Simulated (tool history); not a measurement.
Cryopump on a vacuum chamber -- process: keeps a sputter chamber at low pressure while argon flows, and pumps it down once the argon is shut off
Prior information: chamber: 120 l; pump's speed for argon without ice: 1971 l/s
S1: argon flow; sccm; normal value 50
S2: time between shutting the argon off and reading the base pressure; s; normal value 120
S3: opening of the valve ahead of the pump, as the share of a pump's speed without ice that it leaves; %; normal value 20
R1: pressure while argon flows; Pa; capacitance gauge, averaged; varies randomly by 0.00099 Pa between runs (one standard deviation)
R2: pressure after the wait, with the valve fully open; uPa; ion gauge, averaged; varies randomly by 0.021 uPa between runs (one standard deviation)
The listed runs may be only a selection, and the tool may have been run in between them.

run 1 hour=0 | S1=50 S2=120 S3=20 | R1=0.2199 R2=1.03
run 2 hour=10.2 | S1=50 S2=120 S3=20 | R1=0.2175 R2=1
run 3 hour=21.5 | S1=50 S2=120 S3=20 | R1=0.2198 R2=0.94
run 4 hour=29.2 | S1=50 S2=120 S3=20 | R1=0.2196 R2=0.96
run 5 hour=45.1 | S1=50 S2=120 S3=21 | R1=0.2085 R2=1.01
run 6 hour=59.5 | S1=50 S2=120 S3=21 | R1=0.2095 R2=0.99
run 7 hour=70.4 | S1=50 S2=120 S3=20 | R1=0.2197 R2=1.02
run 8 hour=77.6 | S1=50 S2=120 S3=20 | R1=0.2198 R2=1.03
run 9 hour=90.6 | S1=50 S2=120 S3=20 | R1=0.22 R2=1.01
run 10 hour=105 | S1=50 S2=120 S3=20 | R1=0.2206 R2=1.01
run 11 hour=114.4 | S1=50 S2=120 S3=20 | R1=0.2197 R2=1.04
run 12 hour=131 | S1=50 S2=120 S3=20 | R1=0.2196 R2=1.07
run 13 hour=145.9 | S1=50 S2=120 S3=20 | R1=0.2202 R2=1.09
run 14 hour=158.8 | S1=50 S2=120 S3=20 | R1=0.2213 R2=1.06
run 15 hour=165.9 | S1=50 S2=120 S3=20 | R1=0.2211 R2=1.12
run 16 hour=182.4 | S1=50 S2=120 S3=20 | R1=0.2209 R2=1.12
run 17 hour=191.6 | S1=25 S2=120 S3=20 | R1=0.1108 R2=1.13
run 18 hour=198.6 | S1=25 S2=120 S3=20 | R1=0.1112 R2=1.1
run 19 hour=206.5 | S1=50 S2=46 S3=31 | R1=0.1444 R2=1.67
run 20 hour=214.6 | S1=50 S2=46 S3=31 | R1=0.1445 R2=1.72
run 21 hour=222.1 | S1=84 S2=63 S3=19 | R1=0.392 R2=1.44
run 22 hour=236.3 | S1=41 S2=85 S3=29 | R1=0.1282 R2=1.26
run 23 hour=246.9 | S1=21 S2=109 S3=57 | R1=0.0352 R2=1.18
run 24 hour=258.2 | S1=21 S2=109 S3=57 | R1=0.0352 R2=1.25
run 25 hour=268.6 | S1=40 S2=94 S3=41 | R1=0.0898 R2=1.24
run 26 hour=279.1 | S1=73 S2=42 S3=46 | R1=0.1483 R2=1.93
run 27 hour=295.7 | S1=50 S2=128 S3=57 | R1=0.0834 R2=1.18
run 28 hour=303.2 | S1=50 S2=44 S3=17 | R1=0.2605 R2=1.85
run 29 hour=310.6 | S1=50 S2=44 S3=17 | R1=0.2604 R2=1.87
run 30 hour=320.2 | S1=50 S2=36 S3=22 | R1=0.2045 R2=2.06
run 31 hour=328.6 | S1=50 S2=36 S3=22 | R1=0.2043 R2=2.08
run 32 hour=341.6 | S1=84 S2=226 S3=33 | R1=0.2349 R2=1.02
run 33 hour=348.5 | S1=72 S2=45 S3=20 | R1=0.3225 R2=1.82
run 34 hour=363.4 | S1=72 S2=45 S3=20 | R1=0.3209 R2=1.83
run 35 hour=373.7 | S1=22 S2=60 S3=28 | R1=0.072 R2=1.61

Below, some changes in R1 between adjacent runs. For each, the amount present without the hidden state too (settings, incoming material, random variation) and the amount remaining for the hidden state with gauge scatter not shared by both compared results:
The tool's hidden condition here consists of: pump's speed, % of a pump's without ice; cold plate's temperature, K; leak into the chamber, uPa l/s; drift of the gauge itself on working_pa, %; drift of the gauge itself on base_upa, %.
Run 20 -> 21: S1 50 -> 84, S2 46 -> 63, S3 31 -> 19. R1 +0.2475 Pa: hidden state +0.0052, all else +0.2423.
Run 21 -> 22: S1 84 -> 41, S2 63 -> 85, S3 19 -> 29. R1 -0.2638 Pa: hidden state -0.0061, all else -0.2577.
Run 31 -> 32: S1 50 -> 84, S2 36 -> 226, S3 22 -> 33. R1 +0.0306 Pa: hidden state +0.0065, all else +0.0241.
Run 34 -> 35: S1 72 -> 22, S2 45 -> 60, S3 20 -> 28. R1 -0.2489 Pa: hidden state -0.0094, all else -0.2395.
